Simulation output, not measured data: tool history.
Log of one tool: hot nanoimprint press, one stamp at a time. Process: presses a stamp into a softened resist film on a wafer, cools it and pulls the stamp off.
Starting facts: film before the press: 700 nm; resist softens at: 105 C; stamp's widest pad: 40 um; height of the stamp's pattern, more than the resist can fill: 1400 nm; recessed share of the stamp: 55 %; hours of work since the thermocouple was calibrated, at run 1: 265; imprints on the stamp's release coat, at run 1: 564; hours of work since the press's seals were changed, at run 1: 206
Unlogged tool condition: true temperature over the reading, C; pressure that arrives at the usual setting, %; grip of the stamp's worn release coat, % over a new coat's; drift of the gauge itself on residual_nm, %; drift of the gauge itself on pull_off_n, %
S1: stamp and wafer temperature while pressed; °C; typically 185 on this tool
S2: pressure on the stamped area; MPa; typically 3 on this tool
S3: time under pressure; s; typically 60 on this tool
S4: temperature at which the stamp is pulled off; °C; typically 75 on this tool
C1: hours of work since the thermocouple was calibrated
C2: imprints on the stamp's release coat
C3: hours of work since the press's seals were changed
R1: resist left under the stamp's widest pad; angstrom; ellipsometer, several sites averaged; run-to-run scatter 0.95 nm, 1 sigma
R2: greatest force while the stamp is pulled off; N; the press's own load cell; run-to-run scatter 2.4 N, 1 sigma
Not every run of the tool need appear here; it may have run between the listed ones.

Run 1, hour 0: usual settings; C1 265; C2 564; C3 206. Result: R1 4079 angstrom, R2 129 N.
Run 2, hour 7.2: usual settings; C1 269; C2 588; C3 210. Result: R1 4076 angstrom, R2 131 N.
Run 3, hour 13.5: usual settings; C1 272; C2 610; C3 213. Result: R1 4066 angstrom, R2 131 N.
Run 4, hour 21.7: usual settings; C1 277; C2 638; C3 218. Result: R1 4089 angstrom, R2 134 N.
Run 5, hour 26.7: usual settings but S1 192 °C; C1 279; C2 655; C3 221. Result: R1 3311 angstrom, R2 131 N.
Run 6, hour 32.5: usual settings; C1 282; C2 675; C3 224. Result: R1 4092 angstrom, R2 138 N.
Run 7, hour 36.8: usual settings; C1 285; C2 689; C3 226. Result: R1 4104 angstrom, R2 133 N.
Run 8, hour 44.5: usual settings; C1 289; C2 716; C3 230. Result: R1 4094 angstrom, R2 139 N.
Run 9, hour 53.5: usual settings; C1 294; C2 746; C3 235. Result: R1 4095 angstrom, R2 130 N.
Run 10, hour 61.2: usual settings; C1 298; C2 773; C3 239. Result: R1 4083 angstrom, R2 136 N.
Run 11, hour 65.3: usual settings; C1 300; C2 787; C3 241. Result: R1 4102 angstrom, R2 138 N.
Run 12, hour 72.6: usual settings; C1 304; C2 812; C3 245. Result: R1 4087 angstrom, R2 138 N.
Run 13, hour 78.9: usual settings; C1 308; C2 833; C3 249. Result: R1 4078 angstrom, R2 142 N.
Run 14, hour 85.6: usual settings but S4 71 °C; C1 311; C2 856; C3 252. Result: R1 4108 angstrom, R2 157 N.
Run 15, hour 91.1: usual settings but S4 71 °C; C1 314; C2 875; C3 255. Result: R1 4094 angstrom, R2 150 N.
Run 16, hour 98.6: usual settings but S1 183 °C, S2 3.97 MPa, S3 107 s, S4 61 °C; C1 318; C2 901; C3 259. Result: R1 3190 angstrom, R2 189 N.
Run 17, hour 105.4: usual settings but S1 183 °C, S2 3.97 MPa, S3 107 s, S4 61 °C; C1 322; C2 924; C3 263. Result: R1 3175 angstrom, R2 192 N.
Run 18, hour 111.6: usual settings but S1 183 °C, S2 3.97 MPa, S3 107 s, S4 61 °C; C1 325; C2 945; C3 267. Result: R1 3187 angstrom, R2 187 N.
Run 19, hour 120.5: usual settings but S1 183 °C, S2 3.97 MPa, S3 107 s, S4 61 °C; C1 330; C2 975; C3 271. Result: R1 3188 angstrom, R2 193 N.
Run 20, hour 125.6: usual settings but S1 174 °C, S2 3.41 MPa, S3 97 s, S4 71 °C; C1 333; C2 993; C3 274. Result: R1 4709 angstrom, R2 161 N.
Run 21, hour 133.6: usual settings but S1 180 °C, S2 3.41 MPa, S3 97 s, S4 62 °C; C1 337; C2 1020; C3 278. Result: R1 3921 angstrom, R2 191 N.
Run 22, hour 142.9: usual settings but S1 191 °C, S2 3.41 MPa, S3 97 s, S4 79 °C; C1 342; C2 1052; C3 283. Result: R1 2699 angstrom, R2 132 N.
Run 23, hour 148.8: usual settings but S1 191 °C, S2 2.19 MPa, S3 97 s, S4 64 °C; C1 345; C2 1072; C3 287. Result: R1 3340 angstrom, R2 182 N.
Run 24, hour 157.3: usual settings but S1 191 °C, S2 3.39 MPa, S3 107 s, S4 66 °C; C1 350; C2 1101; C3 291. Result: R1 2629 angstrom, R2 178 N.
Run 25, hour 165.1: usual settings but S1 189 °C, S2 3.39 MPa, S3 107 s, S4 66 °C; C1 354; C2 1128; C3 295. Result: R1 2791 angstrom, R2 186 N.
Run 26, hour 170.9: usual settings but S1 191 °C, S3 74 s, S4 73 °C; C1 357; C2 1148; C3 299. Result: R1 3186 angstrom, R2 157 N.
Run 27, hour 179.2: usual settings but S1 196 °C, S2 4.4 MPa, S3 54 s, S4 69 °C; C1 362; C2 1176; C3 303. Result: R1 2556 angstrom, R2 174 N.
Run 28, hour 188: usual settings but S1 196 °C, S2 4.4 MPa, S3 54 s, S4 69 °C; C1 367; C2 1206; C3 308. Result: R1 2562 angstrom, R2 178 N.
Run 29, hour 198: usual settings but S1 174 °C, S2 3.1 MPa, S3 86 s, S4 79 °C; C1 372; C2 1240; C3 313. Result: R1 5032 angstrom, R2 135 N.
Run 30, hour 204.3: usual settings but S1 174 °C, S2 3.1 MPa, S3 86 s, S4 79 °C; C1 375; C2 1262; C3 317. Result: R1 5017 angstrom, R2 141 N.

Forecast each of these 3 alternatives for the next run:
Run A, hour 212.7: usual settings but S1 174 °C, S2 4.15 MPa, S3 72 s, S4 79 °C; C1 380; C2 1290; C3 321. Result: R1 ?, R2 ?.
Run B, hour 212.7: usual settings but S2 2.36 MPa, S4 80 °C; C1 380; C2 1290; C3 321. Result: R1 ?, R2 ?.
Run C, hour 212.7: usual settings but S4 64 °C; C1 380; C2 1290; C3 321. Result: R1 ?, R2 ?.

run    R1   R2
  A  4797  141
  B  4515  136
  C  4107  199
What these runs would have given with no unlogged condition in the tool:
run    R1   R2
  A  4655  101
  B  4400   97
  C  3987  144
